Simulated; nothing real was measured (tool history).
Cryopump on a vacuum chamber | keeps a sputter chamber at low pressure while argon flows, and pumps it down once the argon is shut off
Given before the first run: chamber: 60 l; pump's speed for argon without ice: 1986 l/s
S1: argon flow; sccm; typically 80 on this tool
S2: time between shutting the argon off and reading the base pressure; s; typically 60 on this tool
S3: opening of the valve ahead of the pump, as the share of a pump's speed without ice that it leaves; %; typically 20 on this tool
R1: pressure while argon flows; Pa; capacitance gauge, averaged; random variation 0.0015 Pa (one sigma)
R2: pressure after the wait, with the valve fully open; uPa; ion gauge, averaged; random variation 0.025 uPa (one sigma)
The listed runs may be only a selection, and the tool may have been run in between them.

Run 1, hour 0.0: usual settings. Result: R1 0.3432 Pa, R2 1.43 uPa.
Run 2, hour 40.7: usual settings. Result: R1 0.3465 Pa, R2 1.42 uPa.
Run 3, hour 91.4: usual settings. Result: R1 0.3462 Pa, R2 1.41 uPa.
Run 4, hour 140.7: usual settings. Result: R1 0.3468 Pa, R2 1.46 uPa.
Run 5, hour 166.1: usual settings. Result: R1 0.3450 Pa, R2 1.42 uPa.
Run 6, hour 213.1: usual settings but S3 43 %. Result: R1 0.1649 Pa, R2 1.49 uPa.
Run 7, hour 269.5: usual settings but S3 43 %. Result: R1 0.1648 Pa, R2 1.50 uPa.
Run 8, hour 320.0: usual settings. Result: R1 0.3485 Pa, R2 1.52 uPa.
Run 9, hour 366.6: usual settings but S1 79 sccm. Result: R1 0.3450 Pa, R2 1.53 uPa.
Run 10, hour 422.2: usual settings but S3 26 %. Result: R1 0.2703 Pa, R2 1.58 uPa.
Run 11, hour 455.8: usual settings but S1 51 sccm. Result: R1 0.2223 Pa, R2 1.58 uPa.
Run 12, hour 482.2: usual settings but S3 57 %. Result: R1 0.1295 Pa, R2 1.61 uPa.
Run 13, hour 515.7: usual settings but S3 57 %. Result: R1 0.1297 Pa, R2 1.63 uPa.
Run 14, hour 560.9: usual settings. Result: R1 0.3492 Pa, R2 1.65 uPa.
Run 15, hour 593.5: usual settings. Result: R1 0.3524 Pa, R2 1.64 uPa.
Run 16, hour 626.7: usual settings. Result: R1 0.3502 Pa, R2 1.67 uPa.
Run 17, hour 665.9: usual settings but S3 33 %. Result: R1 0.2192 Pa, R2 1.68 uPa.
Run 18, hour 705.7: usual settings. Result: R1 0.3502 Pa, R2 1.72 uPa.
Run 19, hour 757.9: usual settings but S1 74 sccm, S3 52 %. Result: R1 0.1330 Pa, R2 1.68 uPa.
Run 20, hour 816.8: usual settings but S1 74 sccm, S3 52 %. Result: R1 0.1239 Pa, R2 1.59 uPa.
Run 21, hour 861.6: usual settings but S1 106 sccm, S2 163 s, S3 16 %. Result: R1 0.5639 Pa, R2 1.08 uPa.
Run 22, hour 909.0: usual settings but S1 106 sccm, S2 155 s, S3 16 %. Result: R1 0.5633 Pa, R2 1.09 uPa.
Run 23, hour 953.4: usual settings but S3 24 %. Result: R1 0.2883 Pa, R2 1.72 uPa.
Run 24, hour 983.8: usual settings but S1 86 sccm, S3 46 %. Result: R1 0.1635 Pa, R2 1.66 uPa.
Run 25, hour 1015.4: usual settings but S1 57 sccm, S2 39 s, S3 33 %. Result: R1 0.1490 Pa, R2 2.20 uPa.
Run 26, hour 1064.5: usual settings but S1 67 sccm, S2 22 s, S3 17 %. Result: R1 0.3379 Pa, R2 3.30 uPa.
Run 27, hour 1096.9: usual settings but S2 59 s. Result: R1 0.3454 Pa, R2 1.73 uPa.
Run 28, hour 1148.1: usual settings but S1 134 sccm, S2 68 s, S3 49 %. Result: R1 0.2415 Pa, R2 1.71 uPa.
Run 29, hour 1182.0: usual settings but S1 42 sccm, S2 68 s, S3 36 %. Result: R1 0.1011 Pa, R2 1.65 uPa.
Run 30, hour 1216.9: usual settings but S1 77 sccm, S2 68 s, S3 36 %. Result: R1 0.1873 Pa, R2 1.70 uPa.

Not shown here: 1 entry made in the log between runs. Locate each between two listed runs and compare the hidden state at the listed run before it with the hidden state at the listed run after it:
Logged between run 19 and run 20: pump warmed up, emptied and cooled again (hour 775.8)
  pump's speed, % of a pump's without ice: 84.8 -> 98.8; cold plate's temperature, K: 12.64 -> 12.66; leak into the chamber, uPa l/s: 1391 -> 1424
  the result without the hidden state subtracted from the measured one, R1: +0.0122 -> +0.0017 Pa; R2: +0.67 -> +0.57 uPa
